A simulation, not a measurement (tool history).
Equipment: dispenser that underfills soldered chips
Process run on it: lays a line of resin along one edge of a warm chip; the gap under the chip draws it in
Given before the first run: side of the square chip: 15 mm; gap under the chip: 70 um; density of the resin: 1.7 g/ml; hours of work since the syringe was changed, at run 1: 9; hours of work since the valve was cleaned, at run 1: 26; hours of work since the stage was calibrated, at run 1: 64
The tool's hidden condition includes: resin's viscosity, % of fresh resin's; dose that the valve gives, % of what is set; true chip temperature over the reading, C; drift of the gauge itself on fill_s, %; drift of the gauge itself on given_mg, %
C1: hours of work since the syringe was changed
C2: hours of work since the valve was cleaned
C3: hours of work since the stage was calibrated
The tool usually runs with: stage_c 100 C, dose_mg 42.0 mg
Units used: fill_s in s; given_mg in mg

Run 1, hour 0.0: usual settings; C1 9; C2 26; C3 64. Result: fill_s 267.6 s, given_mg 41.22 mg.
At hour 3.1: new syringe of resin.
Run 2, hour 6.0: usual settings; C1 2; C2 29; C3 68. Result: fill_s 159.2 s, given_mg 40.81 mg.
Run 3, hour 9.2: usual settings; C1 4; C2 31; C3 70. Result: fill_s 184.2 s, given_mg 40.84 mg.
Run 4, hour 15.4: usual settings; C1 8; C2 35; C3 74. Result: fill_s 231.4 s, given_mg 40.91 mg.
Run 5, hour 18.8: usual settings; C1 10; C2 37; C3 76. Result: fill_s 270.3 s, given_mg 40.62 mg.
At hour 21.4: new syringe of resin.
Run 6, hour 22.2: usual settings; C1 1; C2 39; C3 78. Result: fill_s 144.9 s, given_mg 40.65 mg.
At hour 26.8: dispensing valve cleaned and set on the balance.
Run 7, hour 29.2: usual settings; C1 4; C2 1; C3 81. Result: fill_s 183.9 s, given_mg 41.72 mg.
Run 8, hour 35.0: usual settings; C1 8; C2 5; C3 85. Result: fill_s 229.4 s, given_mg 41.64 mg.
At hour 40.6: new syringe of resin.
Run 9, hour 41.9: usual settings; C1 1; C2 9; C3 89. Result: fill_s 145.2 s, given_mg 41.62 mg.
Run 10, hour 45.7: usual settings; C1 3; C2 11; C3 91. Result: fill_s 173.1 s, given_mg 41.93 mg.
Run 11, hour 51.0: usual settings; C1 6; C2 15; C3 95. Result: fill_s 214.1 s, given_mg 41.38 mg.
Run 12, hour 57.3: usual settings; C1 10; C2 19; C3 99. Result: fill_s 271.1 s, given_mg 41.24 mg.
At hour 59.0: new syringe of resin.
Run 13, hour 62.3: usual settings but stage_c 109 C, dose_mg 48.5 mg; C1 2; C2 22; C3 102. Result: fill_s 128.2 s, given_mg 47.52 mg.
Run 14, hour 66.9: usual settings but stage_c 92 C, dose_mg 37.8 mg; C1 5; C2 24; C3 104. Result: fill_s 239.7 s, given_mg 36.97 mg.
Run 15, hour 69.8: usual settings but stage_c 115 C, dose_mg 52.8 mg; C1 7; C2 26; C3 106. Result: fill_s 146.8 s, given_mg 51.79 mg.
Run 16, hour 73.6: usual settings but stage_c 115 C, dose_mg 52.8 mg; C1 9; C2 29; C3 109. Result: fill_s 169.4 s, given_mg 51.53 mg.
At hour 77.2: new syringe of resin.
Run 17, hour 78.4: usual settings but stage_c 115 C, dose_mg 52.8 mg; C1 1; C2 31; C3 111. Result: fill_s 100.5 s, given_mg 51.40 mg.
Run 18, hour 81.5: usual settings but stage_c 106 C, dose_mg 41.8 mg; C1 3; C2 33; C3 113. Result: fill_s 144.5 s, given_mg 40.60 mg.
Run 19, hour 85.6: usual settings but stage_c 106 C, dose_mg 41.8 mg; C1 5; C2 36; C3 116. Result: fill_s 170.1 s, given_mg 40.50 mg.
Run 20, hour 92.2: usual settings but stage_c 108 C, dose_mg 46.7 mg; C1 9; C2 40; C3 120. Result: fill_s 208.3 s, given_mg 45.09 mg.

Here are 3 independent what-if runs from the current tool condition. What would each one return?
At hour 95.9: dispensing valve cleaned and set on the balance.
At hour 96.7: new syringe of resin.
Run A, hour 98.5: usual settings but stage_c 105 C, dose_mg 47.3 mg; C1 1; C2 1; C3 123. Result: fill_s ?, given_mg ?.
At hour 95.9: dispensing valve cleaned and set on the balance.
At hour 96.7: new syringe of resin.
Run B, hour 98.5: usual settings but stage_c 114 C, dose_mg 36.5 mg; C1 1; C2 1; C3 123. Result: fill_s ?, given_mg ?.
At hour 95.9: dispensing valve cleaned and set on the balance.
At hour 96.7: new syringe of resin.
Run C, hour 98.5: usual settings but stage_c 109 C, dose_mg 52.0 mg; C1 1; C2 1; C3 123. Result: fill_s ?, given_mg ?.

run  fill_s  given_mg
  A   132.5     47.25
  B   112.6     36.52
  C   119.0     52.18
The same runs, with their run-to-run variation unchanged, on a tool lacking any hidden condition would have given:
run  fill_s  given_mg
  A   124.7     47.19
  B   106.0     36.47
  C   112.0     52.11
